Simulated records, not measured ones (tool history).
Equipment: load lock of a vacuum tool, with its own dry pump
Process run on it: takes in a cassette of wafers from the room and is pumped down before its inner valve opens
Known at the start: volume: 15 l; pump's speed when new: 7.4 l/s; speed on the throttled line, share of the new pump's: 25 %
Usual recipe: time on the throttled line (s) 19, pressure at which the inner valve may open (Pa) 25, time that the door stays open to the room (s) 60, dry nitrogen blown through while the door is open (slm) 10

run     day  time on the throttled line (s)  pressure at which the inner valve may open (Pa)  time that the door stays open to the room (s)  dry nitrogen blown through while the door is open (slm)  incoming humidity of the room's air, %  time from the closed door until the inner valve may open (s)  rise of the pressure with all valves shut (Pa/min)
  1   0.000                              19                                               25                                             60                                                       10                                    46.7                                                          32.9                                               0.055
  2   4.429                              19                                               25                                             60                                                       10                                    42.4                                                          31.8                                               0.052
  3   7.117                              19                                               25                                             60                                                       42                                    42.5                                                          32.2                                               0.032
  4  10.321                              19                                               25                                             60                                                       10                                    47.1                                                          31.6                                               0.053
  5  14.396                              19                                               25                                             60                                                       10                                    44.9                                                          32.3                                               0.060
  6  18.867                              19                                               22                                             60                                                       10                                    43.8                                                          31.7                                               0.055
  7  22.946                              19                                               22                                             60                                                       10                                    48.5                                                          31.7                                               0.056
  8  26.521                              19                                               24                                             60                                                       10                                    44.6                                                          32.4                                               0.055
  9  29.704                              19                                               25                                             60                                                       10                                    42.6                                                          32.2                                               0.054
 10  31.817                              19                                               25                                             60                                                       10                                    43.3                                                          31.5                                               0.055
 11  35.179                              19                                               25                                             60                                                       10                                    44.5                                                          32.1                                               0.056
 12  38.488                              19                                               25                                             60                                                       10                                    46.5                                                          32.0                                               0.049
 13  41.042                              19                                               25                                             37                                                        6                                    47.4                                                          31.9                                               0.049
 14  45.354                              19                                               25                                             37                                                        6                                    44.7                                                          31.9                                               0.046
 15  49.538                              19                                               25                                             37                                                        6                                    47.7                                                          32.2                                               0.048
 16  51.883                              34                                               25                                             33                                                        6                                    44.8                                                          43.1                                               0.041
 17  54.446                              34                                               25                                            104                                                        6                                    46.9                                                          42.9                                               0.091
 18  56.596                              34                                               25                                            112                                                        6                                    45.0                                                          42.9                                               0.091
 19  61.075                              34                                               25                                            112                                                        6                                    44.6                                                          43.5                                               0.090
 20  63.021                              34                                               25                                            112                                                        6                                    45.4                                                          43.0                                               0.091
 21  66.738                              10                                               36                                             60                                                        5                                    41.5                                                          24.5                                               0.061
 22  69.879                              19                                               27                                             60                                                        6                                    46.2                                                          32.4                                               0.061
 23  72.775                              12                                               27                                             92                                                        7                                    40.6                                                          27.0                                               0.068
 24  75.717                              14                                               43                                             61                                                       21                                    48.7                                                          27.8                                               0.053

Consider 4 possible next runs. They are alternatives, not a sequence: every one starts from the tool as it was left by run 24. What does each give?
  A  80.204                              18                                               25                                             60                                                        6                                    44.6                                                             ?                                                   ?
  B  80.204                              14                                               25                                             28                                                       10                                    47.1                                                             ?                                                   ?
  C  80.204                              35                                               22                                             60                                                       10                                    44.6                                                             ?                                                   ?
  D  80.204                              19                                               25                                             66                                                       10                                    45.9                                                             ?                                                   ?

run  time from the closed door until the inner valve may open (s)  rise of the pressure with all valves shut (Pa/min)
  A                                                          31.3                                               0.057
  B                                                          28.2                                               0.038
  C                                                          44.6                                               0.053
  D                                                          32.7                                               0.068
Without the tool's unlogged condition, the same runs would have read:
run  time from the closed door until the inner valve may open (s)  rise of the pressure with all valves shut (Pa/min)
  A                                                          30.0                                               0.047
  B                                                          26.8                                               0.028
  C                                                          43.7                                               0.044
  D                                                          31.4                                               0.058
